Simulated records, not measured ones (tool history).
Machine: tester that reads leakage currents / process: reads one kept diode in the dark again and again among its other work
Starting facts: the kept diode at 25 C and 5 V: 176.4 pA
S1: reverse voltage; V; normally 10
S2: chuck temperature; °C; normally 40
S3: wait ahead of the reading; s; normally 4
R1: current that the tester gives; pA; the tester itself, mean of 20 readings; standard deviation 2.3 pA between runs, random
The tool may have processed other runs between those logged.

| run | hour | S1 | S2 | S3 | R1 |
|---|---|---|---|---|---|
| 1 | 0 | 10 | 40 | 4 | 775.88 |
| 2 | 186.2 | 10 | 40 | 4 | 776.98 |
| 3 | 371.2 | 10 | 40 | 4 | 777.21 |
|  | 444.9 | chuck's temperature calibrated |
| 4 | 499 | 10 | 40 | 4 | 781.71 |
| 5 | 678.3 | 10 | 40 | 4 | 774.06 |
| 6 | 832.2 | 10 | 40 | 4 | 777.42 |
| 7 | 942 | 10 | 40 | 4 | 781.39 |
| 8 | 1075.9 | 10 | 40 | 1.8 | 780.42 |
| 9 | 1226.7 | 10 | 40 | 1.8 | 779.35 |
| 10 | 1387.7 | 10 | 40 | 1.8 | 777.57 |
|  | 1457.5 | probe card cleaned and baked |
| 11 | 1572.4 | 10 | 40 | 1.8 | 778.53 |
| 12 | 1688.8 | 10 | 40 | 0.61 | 777.55 |
|  | 1703 | chuck's temperature calibrated |
| 13 | 1863.2 | 10 | 40 | 0.61 | 782.59 |
| 14 | 1962.4 | 10 | 40 | 0.61 | 779.95 |
| 15 | 2162 | 4.3 | 40 | 4 | 540.3 |
| 16 | 2269.3 | 1.1 | 40 | 4 | 300.97 |
| 17 | 2445.5 | 1.1 | 40 | 4 | 299.75 |
| 18 | 2613.6 | 10 | 40 | 6.18 | 775.71 |
| 19 | 2815.9 | 10 | 40 | 4 | 779.33 |
|  | 2961.9 | chuck's temperature calibrated |
| 20 | 2996 | 10 | 40 | 4 | 780.07 |
| 21 | 3198 | 7.7 | 40 | 4.12 | 695.49 |
| 22 | 3369.1 | 2.5 | 44 | 4 | 576.04 |
| 23 | 3567.6 | 2.3 | 40 | 6.9 | 411.9 |
| 24 | 3726.4 | 19.6 | 21 | 7.01 | 227.33 |
| 25 | 3849.9 | 19.6 | 25 | 7.01 | 319.35 |
| 26 | 4032.2 | 16.9 | 27 | 0.68 | 356.03 |
| 27 | 4162.1 | 1.7 | 57 | 0.52 | 1211.39 |
|  | 4221.8 | chuck's temperature calibrated |
| 28 | 4337 | 1.7 | 57 | 0.52 | 1222.41 |
| 29 | 4525.3 | 7.2 | 40 | 0.65 | 674.88 |
| 30 | 4688.5 | 4.8 | 24 | 4 | 158.8 |
| 31 | 4823.2 | 4.8 | 37 | 1.44 | 451.25 |
| 32 | 4918.2 | 3.7 | 37 | 1.68 | 403.29 |
| 33 | 5024.5 | 4 | 37 | 3.97 | 416.31 |
| 34 | 5217.5 | 9.8 | 37 | 6.69 | 610.38 |
| 35 | 5340.3 | 12 | 37 | 0.62 | 671.02 |
| 36 | 5467.5 | 10 | 40 | 2.16 | 778.53 |
|  | 5479 | chuck's temperature calibrated |
| 37 | 5636.4 | 10 | 40 | 2.16 | 776.19 |
| 38 | 5817.3 | 1.5 | 40 | 3.52 | 343.89 |
| 39 | 5944 | 4.4 | 28 | 4 | 213.63 |
| 40 | 6127.7 | 4.4 | 28 | 4 | 213.79 |

Measured minus without-hidden-state, run by run (identical run-to-run variation in each term; gauge scatter may differ):
The tool's hidden condition here consists of: stray current of the dirty probe card, pA a volt; current scale over the true one, %; true chuck temperature over the reading, C; drift of the gauge itself on leakage_pa, %.
| run | R1 |
|---|---|
| 1 | -1.06 |
| 2 | -1.39 |
| 3 | -1.71 |
| 4 | +0.02 |
| 5 | -0.28 |
| 6 | -0.57 |
| 7 | -0.76 |
| 8 | -0.99 |
| 9 | -1.24 |
| 10 | -1.54 |
| 11 | -1.94 |
| 12 | -2.13 |
| 13 | -0.3 |
| 14 | -0.47 |
| 15 | -0.57 |
| 16 | -0.39 |
| 17 | -0.5 |
| 18 | -1.53 |
| 19 | -1.86 |
| 20 | +0.01 |
| 21 | -0.32 |
| 22 | -0.49 |
| 23 | -0.54 |
| 24 | -0.36 |
| 25 | -0.61 |
| 26 | -0.84 |
| 27 | -2.86 |
| 28 | -0.39 |
| 29 | -0.5 |
| 30 | -0.19 |
| 31 | -0.65 |
| 32 | -0.66 |
| 33 | -0.77 |
| 34 | -1.38 |
| 35 | -1.68 |
| 36 | -2.18 |
| 37 | -0.14 |
| 38 | -0.22 |
| 39 | -0.19 |
| 40 | -0.28 |
